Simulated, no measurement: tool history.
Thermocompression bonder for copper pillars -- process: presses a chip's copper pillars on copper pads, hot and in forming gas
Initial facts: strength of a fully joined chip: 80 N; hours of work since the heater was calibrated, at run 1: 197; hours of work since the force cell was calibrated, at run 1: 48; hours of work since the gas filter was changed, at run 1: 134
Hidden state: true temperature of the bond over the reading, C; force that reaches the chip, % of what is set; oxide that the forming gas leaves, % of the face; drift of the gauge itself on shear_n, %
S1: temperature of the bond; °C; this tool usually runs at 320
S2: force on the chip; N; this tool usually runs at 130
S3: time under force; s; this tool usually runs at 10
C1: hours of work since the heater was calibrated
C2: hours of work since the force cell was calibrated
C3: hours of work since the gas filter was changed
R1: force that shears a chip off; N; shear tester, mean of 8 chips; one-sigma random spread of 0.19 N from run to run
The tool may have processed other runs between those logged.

Run 1, day 0: usual settings; C1 197; C2 48; C3 134. Result: R1 48.7 N.
Run 2, day 2.046: usual settings but S1 304 °C; C1 229; C2 80; C3 166. Result: R1 43.1 N.
Run 3, day 5.325: usual settings but S1 304 °C; C1 280; C2 131; C3 217. Result: R1 42.9 N.
Run 4, day 7.412: usual settings but S1 304 °C, S3 25 s; C1 313; C2 164; C3 250. Result: R1 54.7 N.
Run 5, day 9.829: usual settings but S3 17 s; C1 350; C2 201; C3 287. Result: R1 54.3 N.
Run 6, day 11.983: usual settings but S2 183 N, S3 17 s; C1 384; C2 235; C3 321. Result: R1 62.2 N.
Run 7, day 15.017: usual settings but S2 183 N, S3 17 s; C1 431; C2 282; C3 368. Result: R1 61.5 N.
At day 16.642: forming gas filter changed.
Run 8, day 17.017: usual settings but S2 183 N, S3 17 s; C1 462; C2 313; C3 6. Result: R1 67.6 N.
Run 9, day 20.458: usual settings but S2 153 N, S3 17 s; C1 515; C2 366; C3 59. Result: R1 62.4 N.
Run 10, day 24.2: usual settings but S2 153 N, S3 17 s; C1 573; C2 424; C3 118. Result: R1 61.9 N.
Run 11, day 27.488: usual settings but S3 14 s; C1 625; C2 475; C3 169. Result: R1 54.7 N.
Run 12, day 30.508: usual settings but S3 14 s; C1 671; C2 522; C3 216. Result: R1 54.1 N.
Run 13, day 34.217: usual settings but S1 296 °C; C1 729; C2 580; C3 273. Result: R1 41.1 N.
Run 14, day 38.05: usual settings but S1 296 °C; C1 789; C2 640; C3 333. Result: R1 40.3 N.
Run 15, day 40.879: usual settings but S1 296 °C; C1 833; C2 684; C3 377. Result: R1 40.3 N.
At day 42: forming gas filter changed.
Run 16, day 43.083: usual settings but S1 296 °C; C1 867; C2 718; C3 17. Result: R1 44.1 N.
Run 17, day 45.525: usual settings; C1 905; C2 756; C3 55. Result: R1 52.4 N.
Run 18, day 48.671: usual settings; C1 954; C2 804; C3 104. Result: R1 51.6 N.
Run 19, day 51.842: usual settings; C1 1003; C2 854; C3 153. Result: R1 51.5 N.
Run 20, day 55.362: usual settings; C1 1058; C2 909; C3 208. Result: R1 50.7 N.
Run 21, day 57.788: usual settings but S1 346 °C, S2 99 N; C1 1095; C2 946; C3 246. Result: R1 51.1 N.
Run 22, day 60.296: usual settings but S1 293 °C, S2 193 N, S3 27 s; C1 1134; C2 985; C3 284. Result: R1 64.2 N.
At day 60.629: force cell calibrated.
Run 23, day 63.892: usual settings but S1 299 °C, S2 124 N; C1 1189; C2 51; C3 339. Result: R1 39.5 N.
Run 24, day 66.45: usual settings but S1 303 °C, S2 159 N, S3 25 s; C1 1229; C2 90; C3 379. Result: R1 58.2 N.
At day 67.504: forming gas filter changed.
Run 25, day 70.054: usual settings but S1 325 °C, S2 90 N, S3 13 s; C1 1285; C2 146; C3 40. Result: R1 46.8 N.
Run 26, day 72.838: usual settings but S1 339 °C, S2 98 N, S3 6 s; C1 1328; C2 190; C3 83. Result: R1 42.5 N.
Run 27, day 75.258: usual settings but S1 339 °C, S2 98 N, S3 6 s; C1 1366; C2 227; C3 121. Result: R1 42 N.
At day 78.908: heater calibrated with a thermocouple chip.
Run 28, day 79.104: usual settings but S2 109 N, S3 20 s; C1 3; C2 286; C3 179. Result: R1 52.5 N.
Run 29, day 80.862: usual settings but S2 109 N, S3 20 s; C1 30; C2 313; C3 206. Result: R1 52.3 N.
Run 30, day 84.862: usual settings but S3 6 s; C1 93; C2 375; C3 269. Result: R1 39.9 N.
Run 31, day 87.896: usual settings but S1 308 °C, S3 7 s; C1 140; C2 422; C3 316. Result: R1 37.8 N.
Run 32, day 90.271: usual settings but S1 308 °C, S2 132 N, S3 7 s; C1 177; C2 459; C3 353. Result: R1 37.9 N.
At day 93.025: forming gas filter changed.
Run 33, day 93.479: usual settings but S1 307 °C, S2 144 N, S3 5 s; C1 226; C2 509; C3 7. Result: R1 39.3 N.
Run 34, day 95.592: usual settings but S2 105 N; C1 259; C2 542; C3 40. Result: R1 44.2 N.
Run 35, day 97.929: usual settings but S1 299 °C, S2 158 N, S3 7 s; C1 295; C2 578; C3 76. Result: R1 43.3 N.
Run 36, day 100.783: usual settings but S1 299 °C, S2 158 N, S3 7 s; C1 340; C2 622; C3 121. Result: R1 43.3 N.
Run 37, day 103.975: usual settings but S1 299 °C, S2 158 N, S3 7 s; C1 389; C2 672; C3 170. Result: R1 42.6 N.
Run 38, day 105.933: usual settings but S1 311 °C, S2 136 N, S3 17 s; C1 420; C2 703; C3 201. Result: R1 54.7 N.
Run 39, day 109.317: usual settings but S1 311 °C, S2 136 N, S3 17 s; C1 473; C2 755; C3 253. Result: R1 54.4 N.

Results per run with the tool's hidden condition removed, run-to-run variation unchanged:
run    R1
  1  49.5
  2    44
  3  44.1
  4    57
  5    57
  6  66.2
  7  66.3
  8  66.1
  9  61.4
 10  61.6
 11  54.6
 12  54.4
 13    41
 14  40.8
 15  41.1
 16  40.6
 17  49.4
 18  49.2
 19  49.5
 20  49.3
 21  50.3
 22  65.4
 23  40.7
 24    62
 25  44.4
 26  40.5
 27  40.3
 28  54.6
 29  54.6
 30    42
 31  40.1
 32  40.5
 33    38
 34    43
 35  42.4
 36  42.6
 37  42.4
 38  55.3
 39  55.6
